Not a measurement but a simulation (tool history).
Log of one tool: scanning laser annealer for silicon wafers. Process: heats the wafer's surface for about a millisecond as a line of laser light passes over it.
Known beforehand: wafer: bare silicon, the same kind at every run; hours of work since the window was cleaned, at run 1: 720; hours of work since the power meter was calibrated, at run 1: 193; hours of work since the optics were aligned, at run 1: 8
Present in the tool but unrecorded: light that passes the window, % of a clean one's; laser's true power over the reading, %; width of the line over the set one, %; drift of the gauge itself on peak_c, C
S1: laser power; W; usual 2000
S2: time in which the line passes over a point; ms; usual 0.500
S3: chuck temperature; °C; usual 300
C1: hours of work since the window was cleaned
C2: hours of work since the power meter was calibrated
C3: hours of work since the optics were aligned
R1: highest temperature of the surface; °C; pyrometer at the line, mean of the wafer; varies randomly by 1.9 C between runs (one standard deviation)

run    hour    S1     S2   S3   C1   C2   C3    R1
  1     0.0  2000  0.500  300  720  193    8  1108
  2    50.6  2000  0.500  300  749  222   36  1107
       66.5  -- window over the wafer cleaned
  3    82.7  2100  0.500  300    9  239   54  1182
  4   137.1  1714  0.500  300   40  270   85   981
  5   163.1  2000  0.500  300   55  285   99  1128
  6   218.5  1787  0.500  300   87  317  131  1021
  7   263.0  1787  0.500  300  112  342  156  1017
  8   291.1  1915  0.500  300  128  358  172  1081
  9   352.2  1915  0.500  300  163  393  207  1079
 10   391.3  2178  0.500  300  185  415  230  1216
 11   440.4  2000  0.500  306  213  443  258  1129
      446.0  -- laser's power meter calibrated
 12   504.3  2000  0.500  318  248   33  292  1140
 13   536.5  2000  0.420  318  266   52  311  1058
 14   587.6  2000  0.420  318  295   81  340  1059
 15   637.0  2000  0.500  300  323  109  368  1121
      644.5  -- laser's power meter calibrated, once more
 16   677.3  2000  0.500  335  345   19  389  1145
 17   728.9  1739  0.500  300  374   48  419   980
 18   772.9  2049  0.500  300  399   73  444  1136
 19   811.3  2049  0.500  300  421   95  465  1134
 20   846.1  2045  0.600  278  441  115  485  1206
 21   900.1  2045  0.600  278  472  146  516  1203
 22   941.4  1936  0.579  300  495  169  540  1144
 23  1001.2  1936  0.579  300  529  203  574  1145
 24  1045.5  2000  0.507  300  555  229  599  1107
 25  1079.0  1855  0.404  322  574  248  618   964
 26  1107.5  1855  0.404  322  590  264  634   966
 27  1138.9  1855  0.404  322  608  282  652   965
 28  1176.2  1761  0.404  322  629  303  674   927
 29  1219.3  1761  0.404  322  654  328  698   923
 30  1259.7  2151  0.500  313  677  351  721  1187
 31  1317.9  2151  0.500  313  710  384  754  1192
 32  1351.7  2000  0.567  289  729  403  774  1149
     1405.6  -- window over the wafer cleaned
 33  1414.2  1742  0.475  282    5  438  808   944
 34  1460.9  1742  0.475  286   32  464  835   947
 35  1520.8  2000  0.364  336   66  498  869  1009
 36  1577.9  2000  0.364  336   98  531  901  1007
 37  1610.3  2000  0.364  336  117  549  920  1008

Branching from run 37: 4 alternative next runs. What would each branch give?
  A  1652.3  2137  0.514  300  141  573  944   ?
  B  1652.3  2093  0.506  315  141  573  944   ?
  C  1652.3  2000  0.500  301  141  573  944   ?
  D  1652.3  2000  0.364  312  141  573  944   ?

run    R1
  A  1196
  B  1180
  C  1112
  D   981
With the hidden condition removed and each run's random variation left untouched, the same runs would have given:
run    R1
  A  1216
  B  1200
  C  1131
  D   996

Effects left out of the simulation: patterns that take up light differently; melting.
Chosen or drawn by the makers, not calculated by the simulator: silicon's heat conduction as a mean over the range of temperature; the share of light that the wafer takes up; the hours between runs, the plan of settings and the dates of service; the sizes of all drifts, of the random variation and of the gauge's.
